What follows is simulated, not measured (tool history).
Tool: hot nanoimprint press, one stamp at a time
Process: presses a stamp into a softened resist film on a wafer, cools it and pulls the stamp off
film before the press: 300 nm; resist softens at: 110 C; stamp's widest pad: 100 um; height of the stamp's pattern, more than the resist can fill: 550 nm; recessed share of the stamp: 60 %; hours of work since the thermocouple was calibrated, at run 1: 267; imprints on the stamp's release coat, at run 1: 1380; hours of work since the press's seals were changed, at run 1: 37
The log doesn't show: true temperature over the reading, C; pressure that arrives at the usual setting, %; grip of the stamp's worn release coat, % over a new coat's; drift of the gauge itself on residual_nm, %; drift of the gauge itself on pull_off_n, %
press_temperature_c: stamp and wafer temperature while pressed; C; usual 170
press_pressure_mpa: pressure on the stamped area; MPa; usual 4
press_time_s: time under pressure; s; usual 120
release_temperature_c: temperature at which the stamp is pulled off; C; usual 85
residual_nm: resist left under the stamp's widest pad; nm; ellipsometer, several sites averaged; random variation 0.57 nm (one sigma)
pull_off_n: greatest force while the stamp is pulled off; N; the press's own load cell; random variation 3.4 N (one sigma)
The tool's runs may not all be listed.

| run | day | press_temperature_c | press_pressure_mpa | press_time_s | release_temperature_c | hours of work since the thermocouple was calibrated | imprints on the stamp's release coat | hours of work since the press's seals were changed | residual_nm | pull_off_n |
|---|---|---|---|---|---|---|---|---|---|---|
| 1 | 0 | 170 | 4 | 120 | 85 | 267 | 1380 | 37 | 131.3 | 158 |
| 2 | 0.379 | 170 | 4 | 120 | 85 | 272 | 1396 | 42 | 132.5 | 168 |
| 3 | 0.662 | 170 | 4 | 120 | 85 | 275 | 1408 | 46 | 131.9 | 158 |
| 4 | 1.067 | 170 | 4 | 120 | 85 | 280 | 1425 | 51 | 131.9 | 160 |
| 5 | 1.529 | 170 | 4 | 120 | 85 | 286 | 1445 | 57 | 132.1 | 160 |
| 6 | 1.821 | 170 | 4 | 120 | 85 | 290 | 1458 | 60 | 132.2 | 170 |
| 7 | 2.246 | 170 | 4 | 120 | 85 | 295 | 1476 | 66 | 132.4 | 160 |
| 8 | 2.7 | 170 | 4 | 120 | 85 | 301 | 1495 | 71 | 132.6 | 167 |
| 9 | 3.175 | 170 | 4 | 84 | 85 | 307 | 1515 | 77 | 152.8 | 157 |
| 10 | 3.692 | 170 | 4 | 84 | 85 | 313 | 1538 | 84 | 153 | 164 |
| 11 | 4.258 | 170 | 4 | 84 | 85 | 320 | 1562 | 91 | 152.6 | 160 |
| 12 | 4.725 | 170 | 4 | 80 | 85 | 326 | 1582 | 97 | 156.5 | 166 |
| 13 | 5.262 | 167 | 4 | 76 | 85 | 333 | 1605 | 103 | 187.2 | 162 |
| 14 | 5.55 | 168 | 4 | 192 | 85 | 337 | 1617 | 107 | 125.2 | 164 |
| 15 | 6.025 | 165 | 4 | 143 | 71 | 343 | 1638 | 113 | 167.4 | 208 |
| 16 | 6.438 | 165 | 4 | 143 | 71 | 348 | 1655 | 118 | 168.8 | 206 |
| 17 | 6.908 | 165 | 6.14 | 235 | 71 | 354 | 1675 | 124 | 117.9 | 211 |
| 18 | 7.375 | 165 | 6.14 | 235 | 71 | 359 | 1695 | 130 | 117.3 | 210 |
| 19 | 7.929 | 170 | 2.57 | 66 | 73 | 366 | 1719 | 137 | 196 | 207 |
| 20 | 8.267 | 170 | 5.52 | 120 | 85 | 371 | 1733 | 141 | 117.1 | 164 |
| 21 | 8.662 | 170 | 3.33 | 120 | 85 | 376 | 1750 | 146 | 145.2 | 162 |
| 22 | 9.088 | 170 | 3.33 | 120 | 85 | 381 | 1768 | 151 | 146 | 165 |
| 23 | 9.417 | 160 | 4 | 120 | 85 | 385 | 1783 | 155 | 229.6 | 159 |

The same runs without the tool's hidden state, with the same run-to-run variation:
| run | residual_nm |
|---|---|
| 1 | 131.3 |
| 2 | 132.4 |
| 3 | 131.7 |
| 4 | 131.5 |
| 5 | 131.5 |
| 6 | 131.5 |
| 7 | 131.6 |
| 8 | 131.6 |
| 9 | 151.4 |
| 10 | 151.5 |
| 11 | 150.9 |
| 12 | 154.4 |
| 13 | 184.5 |
| 14 | 123.3 |
| 15 | 164.7 |
| 16 | 165.8 |
| 17 | 115.7 |
| 18 | 115 |
| 19 | 191.9 |
| 20 | 114.5 |
| 21 | 141.9 |
| 22 | 142.5 |
| 23 | 223.9 |
pull_off_n: within 2 N of the measured result in every run.
